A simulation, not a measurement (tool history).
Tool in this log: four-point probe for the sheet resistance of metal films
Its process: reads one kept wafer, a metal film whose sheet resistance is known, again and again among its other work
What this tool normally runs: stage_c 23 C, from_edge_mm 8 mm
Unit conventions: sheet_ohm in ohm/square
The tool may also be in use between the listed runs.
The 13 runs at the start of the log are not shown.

run     day  stage_c  from_edge_mm  sheet_ohm
 14  27.267       23             8   6.642501
 15  28.688       23             6   6.687775
     29.958  -- stage's thermometer calibrated, once more
 16  29.971       23             8   6.646479
 17  31.542       34             8   6.556427
 18  32.796       28             8   6.606183
 19  34.821       29             6   6.635935
 20  37.129       29             6   6.637939
 21  38.700       31            74   6.524195
 22  41.571       18             6   6.726439
 23  43.346       27             6   6.649616
 24  45.450       29            38   6.537913
 25  46.833       29            38   6.535698
 26  48.879       29            19   6.540378
 27  51.017       25             4   6.778042
 28  52.471       25             4   6.779024
 29  55.321       18            19   6.632262
 30  57.496       21            17   6.605812
 31  59.383       21            26   6.599749
 32  61.875       20            30   6.608195
 33  63.796       20            30   6.604341

Each row is a separate what-if for the run after 33, all from the same tool condition, not one after another. Results?
  A  64.979       28             7          ?
  B  64.979       32             3          ?
  C  64.979       20             8          ?
  D  64.979       27            18          ?
  E  64.979       31            22          ?

run  sheet_ohm
  A   6.605475
  B   6.868095
  C   6.657940
  D   6.551200
  E   6.516823
Without the tool's unlogged condition, the same runs would have read:
run  sheet_ohm
  A   6.643024
  B   6.906988
  C   6.695803
  D   6.588468
  E   6.553893
